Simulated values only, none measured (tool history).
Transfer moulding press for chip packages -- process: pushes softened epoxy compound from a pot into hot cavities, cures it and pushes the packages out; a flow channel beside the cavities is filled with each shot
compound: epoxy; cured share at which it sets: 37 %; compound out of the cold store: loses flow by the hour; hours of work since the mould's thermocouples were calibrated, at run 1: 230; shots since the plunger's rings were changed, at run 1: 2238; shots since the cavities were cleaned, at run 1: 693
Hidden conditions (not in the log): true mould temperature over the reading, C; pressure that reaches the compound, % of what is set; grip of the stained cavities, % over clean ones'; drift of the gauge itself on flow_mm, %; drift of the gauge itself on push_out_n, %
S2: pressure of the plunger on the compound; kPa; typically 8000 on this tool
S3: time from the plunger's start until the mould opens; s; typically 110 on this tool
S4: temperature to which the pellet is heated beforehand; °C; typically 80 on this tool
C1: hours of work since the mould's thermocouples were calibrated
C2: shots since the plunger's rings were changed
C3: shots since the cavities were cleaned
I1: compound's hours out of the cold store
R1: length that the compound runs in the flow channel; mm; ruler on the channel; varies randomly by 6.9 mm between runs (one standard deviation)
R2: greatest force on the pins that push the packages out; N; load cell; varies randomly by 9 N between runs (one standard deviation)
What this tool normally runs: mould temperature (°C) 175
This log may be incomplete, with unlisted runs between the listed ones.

{"run": 1, "hour": 0.0, "mould temperature (°C)": 175, "S2": 8000, "S3": 110, "S4": 80, "C1": 230, "C2": 2238, "C3": 693, "I1": 17.7, "R1": 953, "R2": 581}
{"hour": 19.0, "done": "cavities cleaned with cleaning compound and waxed"}
{"run": 2, "hour": 28.6, "mould temperature (°C)": 175, "S2": 8000, "S3": 110, "S4": 80, "C1": 251, "C2": 2581, "C3": 123, "I1": 27.4, "R1": 946, "R2": 443}
{"run": 3, "hour": 43.6, "mould temperature (°C)": 175, "S2": 8000, "S3": 110, "S4": 80, "C1": 262, "C2": 2769, "C3": 311, "I1": 47.1, "R1": 901, "R2": 503}
{"run": 4, "hour": 58.4, "mould temperature (°C)": 173, "S2": 8000, "S3": 110, "S4": 80, "C1": 273, "C2": 2956, "C3": 498, "I1": 39.4, "R1": 916, "R2": 624}
{"run": 5, "hour": 77.9, "mould temperature (°C)": 175, "S2": 8000, "S3": 110, "S4": 80, "C1": 288, "C2": 3203, "C3": 745, "I1": 16.6, "R1": 947, "R2": 580}
{"hour": 91.6, "done": "cavities cleaned with cleaning compound and waxed"}
{"run": 6, "hour": 103.0, "mould temperature (°C)": 175, "S2": 8000, "S3": 110, "S4": 80, "C1": 307, "C2": 3500, "C3": 144, "I1": 12.1, "R1": 966, "R2": 467}
{"run": 7, "hour": 118.2, "mould temperature (°C)": 172, "S2": 8000, "S3": 110, "S4": 80, "C1": 318, "C2": 3692, "C3": 336, "I1": 15.9, "R1": 961, "R2": 647}
{"hour": 133.5, "done": "plunger's sealing rings changed"}
{"run": 8, "hour": 147.6, "mould temperature (°C)": 175, "S2": 8000, "S3": 110, "S4": 80, "C1": 339, "C2": 178, "C3": 675, "I1": 11.4, "R1": 1009, "R2": 603}
{"hour": 165.9, "done": "cavities cleaned with cleaning compound and waxed"}
{"run": 9, "hour": 171.1, "mould temperature (°C)": 175, "S2": 8000, "S3": 110, "S4": 80, "C1": 356, "C2": 455, "C3": 66, "I1": 33.3, "R1": 944, "R2": 441}
{"hour": 186.1, "done": "mould's thermocouples calibrated"}
{"run": 10, "hour": 201.5, "mould temperature (°C)": 175, "S2": 8000, "S3": 110, "S4": 80, "C1": 12, "C2": 813, "C3": 424, "I1": 35.7, "R1": 917, "R2": 531}
{"run": 11, "hour": 222.4, "mould temperature (°C)": 175, "S2": 8000, "S3": 110, "S4": 80, "C1": 28, "C2": 1077, "C3": 688, "I1": 40, "R1": 927, "R2": 556}
{"hour": 239.6, "done": "cavities cleaned with cleaning compound and waxed"}
{"run": 12, "hour": 249.2, "mould temperature (°C)": 175, "S2": 8000, "S3": 110, "S4": 80, "C1": 47, "C2": 1397, "C3": 122, "I1": 13.3, "R1": 980, "R2": 460}
{"run": 13, "hour": 276.3, "mould temperature (°C)": 175, "S2": 8000, "S3": 110, "S4": 86, "C1": 68, "C2": 1739, "C3": 464, "I1": 34, "R1": 927, "R2": 530}
{"run": 14, "hour": 304.3, "mould temperature (°C)": 172, "S2": 8000, "S3": 110, "S4": 86, "C1": 90, "C2": 2092, "C3": 817, "I1": 13.8, "R1": 982, "R2": 735}
{"hour": 311.9, "done": "cavities cleaned with cleaning compound and waxed"}
{"run": 15, "hour": 334.7, "mould temperature (°C)": 172, "S2": 8000, "S3": 95, "S4": 77, "C1": 112, "C2": 2457, "C3": 289, "I1": 27.5, "R1": 958, "R2": 834}
{"run": 16, "hour": 354.5, "mould temperature (°C)": 179, "S2": 9950, "S3": 97, "S4": 80, "C1": 127, "C2": 2706, "C3": 538, "I1": 22.1, "R1": 1031, "R2": 538}
{"run": 17, "hour": 373.4, "mould temperature (°C)": 183, "S2": 6500, "S3": 105, "S4": 87, "C1": 141, "C2": 2944, "C3": 776, "I1": 37.6, "R1": 784, "R2": 442}
{"hour": 384.1, "done": "cavities cleaned with cleaning compound and waxed"}
{"run": 18, "hour": 397.3, "mould temperature (°C)": 181, "S2": 6070, "S3": 117, "S4": 83, "C1": 158, "C2": 3227, "C3": 167, "I1": 18.8, "R1": 798, "R2": 369}
{"run": 19, "hour": 421.2, "mould temperature (°C)": 181, "S2": 6070, "S3": 117, "S4": 83, "C1": 177, "C2": 3529, "C3": 469, "I1": 46.5, "R1": 748, "R2": 414}
{"hour": 450.8, "done": "plunger's sealing rings changed"}
{"run": 20, "hour": 456.2, "mould temperature (°C)": 180, "S2": 9830, "S3": 146, "S4": 72, "C1": 202, "C2": 69, "C3": 879, "I1": 16.1, "R1": 1059, "R2": 435}
{"hour": 459.1, "done": "cavities cleaned with cleaning compound and waxed"}
{"run": 21, "hour": 474.6, "mould temperature (°C)": 180, "S2": 7610, "S3": 146, "S4": 77, "C1": 215, "C2": 282, "C3": 195, "I1": 10.1, "R1": 944, "R2": 358}
{"run": 22, "hour": 490.5, "mould temperature (°C)": 178, "S2": 7540, "S3": 121, "S4": 88, "C1": 227, "C2": 483, "C3": 396, "I1": 11.7, "R1": 944, "R2": 430}
{"run": 23, "hour": 504.8, "mould temperature (°C)": 175, "S2": 6750, "S3": 110, "S4": 80, "C1": 238, "C2": 664, "C3": 577, "I1": 20.5, "R1": 885, "R2": 549}
{"run": 24, "hour": 521.3, "mould temperature (°C)": 175, "S2": 7800, "S3": 149, "S4": 80, "C1": 250, "C2": 871, "C3": 784, "I1": 39.3, "R1": 929, "R2": 448}
{"hour": 530.9, "done": "cavities cleaned with cleaning compound and waxed"}
{"run": 25, "hour": 543.9, "mould temperature (°C)": 175, "S2": 7800, "S3": 149, "S4": 80, "C1": 267, "C2": 1137, "C3": 164, "I1": 32.8, "R1": 931, "R2": 366}
{"run": 26, "hour": 557.5, "mould temperature (°C)": 175, "S2": 7800, "S3": 149, "S4": 80, "C1": 277, "C2": 1309, "C3": 336, "I1": 35.3, "R1": 919, "R2": 408}
{"run": 27, "hour": 580.7, "mould temperature (°C)": 175, "S2": 9870, "S3": 91, "S4": 80, "C1": 295, "C2": 1601, "C3": 628, "I1": 38.4, "R1": 1031, "R2": 807}
{"hour": 602.4, "done": "cavities cleaned with cleaning compound and waxed"}
{"run": 28, "hour": 602.4, "mould temperature (°C)": 175, "S2": 9870, "S3": 91, "S4": 80, "C1": 310, "C2": 1856, "C3": 0, "I1": 47.4, "R1": 986, "R2": 581}

Forecast each of these 4 alternatives for the next run:
{"run": "A", "hour": 618.2, "mould temperature (°C)": 175, "S2": 8690, "S3": 123, "S4": 78, "C1": 322, "C2": 2055, "C3": 199, "I1": 47.8, "R1": "?", "R2": "?"}
{"run": "B", "hour": 618.2, "mould temperature (°C)": 180, "S2": 9870, "S3": 91, "S4": 80, "C1": 322, "C2": 2055, "C3": 199, "I1": 9.4, "R1": "?", "R2": "?"}
{"run": "C", "hour": 618.2, "mould temperature (°C)": 175, "S2": 7390, "S3": 110, "S4": 80, "C1": 322, "C2": 2055, "C3": 199, "I1": 29.8, "R1": "?", "R2": "?"}
{"run": "D", "hour": 618.2, "mould temperature (°C)": 181, "S2": 7030, "S3": 110, "S4": 80, "C1": 322, "C2": 2055, "C3": 199, "I1": 40.9, "R1": "?", "R2": "?"}

run=A R1=931 R2=408
run=B R1=1062 R2=493
run=C R1=910 R2=486
run=D R1=827 R2=388
The same runs, with their run-to-run variation unchanged, on a tool lacking any hidden condition would have given:
run=A R1=950 R2=340
run=B R1=1084 R2=405
run=C R1=928 R2=401
run=D R1=845 R2=328
